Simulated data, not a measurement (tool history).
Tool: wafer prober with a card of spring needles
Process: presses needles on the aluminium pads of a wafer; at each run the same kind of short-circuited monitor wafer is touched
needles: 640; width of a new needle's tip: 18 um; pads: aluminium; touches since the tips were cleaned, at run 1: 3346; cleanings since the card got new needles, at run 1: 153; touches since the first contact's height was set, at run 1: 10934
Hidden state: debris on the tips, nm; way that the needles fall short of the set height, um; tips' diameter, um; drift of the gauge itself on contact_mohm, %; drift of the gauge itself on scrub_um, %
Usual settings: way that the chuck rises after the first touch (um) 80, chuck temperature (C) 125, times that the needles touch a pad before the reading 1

run,hour,way that the chuck rises after the first touch (um),chuck temperature (C),times that the needles touch a pad before the reading,touches since the tips were cleaned,cleanings since the card got new needles,touches since the first contact's height was set,resistance of one needle with its contact and lead (mohm),way that a needle slides on the pad (um)
1,0.0,80,125,1,3346,153,10934,246,10.23
# hour 9.7: tips cleaned on abrasive film
# hour 23.3: tips cleaned on abrasive film
# hour 36.9: tips cleaned on abrasive film
2,47.9,80,125,1,6230,156,37766,278,10.17
# hour 51.4: tips cleaned on abrasive film
# hour 64.9: tips cleaned on abrasive film
3,78.2,80,125,1,7475,158,54724,293,10.15
# hour 81.7: tips cleaned on abrasive film
# hour 95.3: tips cleaned on abrasive film
# hour 108.8: tips cleaned on abrasive film
# hour 125.8: tips cleaned on abrasive film
# hour 142.7: tips cleaned on abrasive film
4,148.9,80,125,1,3475,163,94249,253,10.06
# hour 159.1: tips cleaned on abrasive film
# hour 162.7: height of the first contact set anew
# hour 176.3: tips cleaned on abrasive film
5,183.1,80,125,1,3814,165,11402,237,10.23
# hour 193.2: tips cleaned on abrasive film
# hour 210.0: tips cleaned on abrasive film
6,220.0,80,36,1,5638,167,32076,275,10.22
# hour 226.8: tips cleaned on abrasive film
# hour 240.4: tips cleaned on abrasive film
# hour 257.1: tips cleaned on abrasive film
# hour 274.1: tips cleaned on abrasive film
# hour 288.6: tips cleaned on abrasive film
7,288.6,80,36,1,0,172,70472,146,10.12
# hour 305.5: tips cleaned on abrasive film
# hour 322.5: tips cleaned on abrasive film
# hour 339.0: tips cleaned on abrasive film
8,342.1,80,36,1,1719,175,100432,203,10.08
# hour 345.7: height of the first contact set anew
# hour 355.9: tips cleaned on abrasive film
# hour 369.5: tips cleaned on abrasive film
# hour 386.4: tips cleaned on abrasive film
# hour 400.0: tips cleaned on abrasive film
9,409.6,80,36,1,5415,179,35766,279,10.18
# hour 416.4: tips cleaned on abrasive film
# hour 433.0: tips cleaned on abrasive film
# hour 446.6: tips cleaned on abrasive film
10,446.7,80,36,1,76,182,56519,139,10.14
# hour 460.3: tips cleaned on abrasive film
# hour 473.8: tips cleaned on abrasive film
# hour 490.8: tips cleaned on abrasive film
11,503.4,80,125,1,7140,185,88295,314,10.11
# hour 506.9: tips cleaned on abrasive film
# hour 520.5: tips cleaned on abrasive film
# hour 527.5: height of the first contact set anew
# hour 537.7: tips cleaned on abrasive film
12,550.6,80,125,1,7280,188,12971,297,10.21
# hour 554.1: tips cleaned on abrasive film
# hour 567.7: tips cleaned on abrasive film
# hour 581.2: tips cleaned on abrasive film
13,586.6,80,125,2,3041,191,33085,206,10.19
# hour 596.5: tips cleaned on abrasive film
# hour 613.4: tips cleaned on abrasive film
14,626.7,80,73,2,7481,193,55552,245,10.16
# hour 630.2: tips cleaned on abrasive film
# hour 646.7: tips cleaned on abrasive film
15,658.4,90,76,1,6609,195,73322,276,11.41
# hour 661.8: tips cleaned on abrasive film
# hour 678.4: tips cleaned on abrasive film
# hour 690.4: card fitted with new needles
# hour 704.0: tips cleaned on abrasive film
# hour 720.0: tips cleaned on abrasive film
# hour 733.6: tips cleaned on abrasive film
16,741.8,90,41,3,4622,3,28776,138,11.50
# hour 748.4: tips cleaned on abrasive film
# hour 765.2: tips cleaned on abrasive film
# hour 782.0: tips cleaned on abrasive film
17,790.9,90,41,2,4982,6,56259,161,11.46
# hour 797.7: tips cleaned on abrasive film
# hour 814.3: tips cleaned on abrasive film
# hour 831.0: tips cleaned on abrasive film
18,841.5,90,41,2,5896,9,84603,170,11.39
# hour 844.9: tips cleaned on abrasive film
# hour 861.2: tips cleaned on abrasive film
# hour 871.6: height of the first contact set anew
# hour 876.5: tips cleaned on abrasive film
19,876.5,90,41,2,0,12,2718,120,11.51
# hour 893.4: tips cleaned on abrasive film
# hour 910.4: tips cleaned on abrasive film
# hour 927.3: tips cleaned on abrasive film
# hour 940.9: tips cleaned on abrasive film
20,940.9,70,36,2,37,16,38770,129,8.89
# hour 957.6: tips cleaned on abrasive film
# hour 974.5: tips cleaned on abrasive film
# hour 991.0: tips cleaned on abrasive film
# hour 1007.9: tips cleaned on abrasive film
21,1012.0,87,89,1,2325,20,78613,179,11.03
# hour 1022.2: tips cleaned on abrasive film
# hour 1038.7: tips cleaned on abrasive film
# hour 1052.2: tips cleaned on abrasive film
# hour 1052.5: height of the first contact set anew
# hour 1066.1: tips cleaned on abrasive film
22,1072.2,87,89,1,3442,24,11030,182,11.12
# hour 1082.2: tips cleaned on abrasive film
# hour 1098.9: tips cleaned on abrasive film
# hour 1115.3: tips cleaned on abrasive film
# hour 1132.0: tips cleaned on abrasive film
23,1134.0,80,61,1,1083,28,45599,153,10.16
# hour 1147.5: tips cleaned on abrasive film
# hour 1164.1: tips cleaned on abrasive film
# hour 1180.5: tips cleaned on abrasive film
# hour 1194.1: tips cleaned on abrasive film
24,1194.7,80,125,3,346,32,79611,141,10.14
# hour 1208.3: tips cleaned on abrasive film
# hour 1221.8: tips cleaned on abrasive film
# hour 1234.8: height of the first contact set anew
# hour 1238.2: tips cleaned on abrasive film
25,1245.7,80,35,3,4237,35,6134,146,10.23
# hour 1252.6: tips cleaned on abrasive film
# hour 1268.4: tips cleaned on abrasive film
# hour 1285.0: tips cleaned on abrasive film
# hour 1298.5: tips cleaned on abrasive film
26,1298.5,99,125,2,0,39,35656,135,12.62

Measured less the same run without the tool's hidden state. The same run-to-run variation is in both; the gauge's scatter may not be:
run,resistance of one needle with its contact and lead (mohm),way that a needle slides on the pad (um)
1,+116,-0.02
2,+147,-0.06
3,+161,-0.11
4,+125,-0.18
5,+105,-0.02
6,+157,-0.04
7,+28,-0.12
8,+85,-0.17
9,+163,-0.06
10,+21,-0.10
11,+182,-0.14
12,+167,-0.01
13,+73,-0.06
14,+122,-0.08
15,+153,-0.12
16,+24,-0.04
17,+44,-0.09
18,+53,-0.13
19,+4,-0.02
20,+10,-0.08
21,+55,-0.14
22,+61,-0.01
23,+33,-0.08
24,+9,-0.13
25,+30,-0.01
26,+6,-0.08
